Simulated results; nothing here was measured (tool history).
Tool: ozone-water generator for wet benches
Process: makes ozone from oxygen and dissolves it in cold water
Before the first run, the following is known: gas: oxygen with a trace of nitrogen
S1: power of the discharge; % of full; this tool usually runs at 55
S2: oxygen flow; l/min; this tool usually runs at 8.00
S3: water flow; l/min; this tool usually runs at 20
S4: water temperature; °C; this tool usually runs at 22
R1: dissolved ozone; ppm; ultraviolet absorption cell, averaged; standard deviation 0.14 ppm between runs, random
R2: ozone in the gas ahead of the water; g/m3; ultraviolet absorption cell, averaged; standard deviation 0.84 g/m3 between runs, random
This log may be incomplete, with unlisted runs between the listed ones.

{"run": 1, "hour": 0.0, "S1": 55, "S2": 8.0, "S3": 20, "S4": 22, "R1": 16.2, "R2": 135.9}
{"run": 2, "hour": 20.1, "S1": 55, "S2": 8.0, "S3": 20, "S4": 22, "R1": 15.9, "R2": 133.7}
{"run": 3, "hour": 51.8, "S1": 43, "S2": 8.0, "S3": 20, "S4": 22, "R1": 13.9, "R2": 116.1}
{"run": 4, "hour": 74.6, "S1": 43, "S2": 8.0, "S3": 20, "S4": 22, "R1": 13.8, "R2": 116.8}
{"run": 5, "hour": 103.9, "S1": 55, "S2": 8.0, "S3": 20, "S4": 22, "R1": 16.2, "R2": 136.1}
{"run": 6, "hour": 124.7, "S1": 55, "S2": 8.0, "S3": 20, "S4": 22, "R1": 16.1, "R2": 133.7}
{"run": 7, "hour": 164.2, "S1": 55, "S2": 8.0, "S3": 15, "S4": 22, "R1": 20.1, "R2": 133.5}
{"run": 8, "hour": 183.4, "S1": 66, "S2": 8.0, "S3": 20, "S4": 22, "R1": 17.9, "R2": 150.3}
{"run": 9, "hour": 217.9, "S1": 55, "S2": 6.05, "S3": 20, "S4": 22, "R1": 16.7, "R2": 160.3}
{"run": 10, "hour": 257.3, "S1": 55, "S2": 6.05, "S3": 20, "S4": 22, "R1": 16.8, "R2": 160.6}
{"run": 11, "hour": 279.9, "S1": 55, "S2": 6.05, "S3": 20, "S4": 22, "R1": 17.0, "R2": 158.8}
{"run": 12, "hour": 298.0, "S1": 55, "S2": 11.36, "S3": 20, "S4": 19, "R1": 15.7, "R2": 108.4}
{"run": 13, "hour": 334.6, "S1": 55, "S2": 11.36, "S3": 20, "S4": 19, "R1": 15.7, "R2": 108.9}
{"run": 14, "hour": 372.8, "S1": 55, "S2": 11.36, "S3": 20, "S4": 19, "R1": 15.7, "R2": 107.6}
{"run": 15, "hour": 398.9, "S1": 55, "S2": 8.0, "S3": 21, "S4": 22, "R1": 15.4, "R2": 134.0}
{"run": 16, "hour": 432.7, "S1": 55, "S2": 8.31, "S3": 20, "S4": 27, "R1": 14.2, "R2": 130.3}
{"run": 17, "hour": 460.0, "S1": 83, "S2": 8.0, "S3": 20, "S4": 14, "R1": 23.4, "R2": 170.3}
{"run": 18, "hour": 487.4, "S1": 83, "S2": 9.39, "S3": 20, "S4": 14, "R1": 23.0, "R2": 155.8}
{"run": 19, "hour": 524.5, "S1": 88, "S2": 6.95, "S3": 22, "S4": 19, "R1": 21.1, "R2": 195.0}
{"run": 20, "hour": 552.4, "S1": 43, "S2": 8.0, "S3": 21, "S4": 25, "R1": 12.3, "R2": 115.1}
{"run": 21, "hour": 570.6, "S1": 43, "S2": 8.0, "S3": 24, "S4": 25, "R1": 11.1, "R2": 114.8}

5 options for the next run, each taken on its own from the tool as it stands now. Forecast them:
{"run": "A", "hour": 604.1, "S1": 43, "S2": 8.0, "S3": 24, "S4": 17, "R1": "?", "R2": "?"}
{"run": "B", "hour": 604.1, "S1": 55, "S2": 4.66, "S3": 20, "S4": 22, "R1": "?", "R2": "?"}
{"run": "C", "hour": 604.1, "S1": 55, "S2": 8.0, "S3": 21, "S4": 22, "R1": "?", "R2": "?"}
{"run": "D", "hour": 604.1, "S1": 55, "S2": 13.46, "S3": 20, "S4": 23, "R1": "?", "R2": "?"}
{"run": "E", "hour": 604.1, "S1": 43, "S2": 8.0, "S3": 24, "S4": 29, "R1": "?", "R2": "?"}

run=A R1=12.8 R2=114.8
run=B R1=17.2 R2=186.2
run=C R1=15.4 R2=133.8
run=D R1=13.5 R2=97.9
run=E R1=10.3 R2=114.3
Had the tool no hidden state, the same runs would have come out as:
run=A R1=13.4 R2=116.2
run=B R1=18.0 R2=188.9
run=C R1=16.2 R2=135.8
run=D R1=14.2 R2=99.3
run=E R1=10.8 R2=115.7
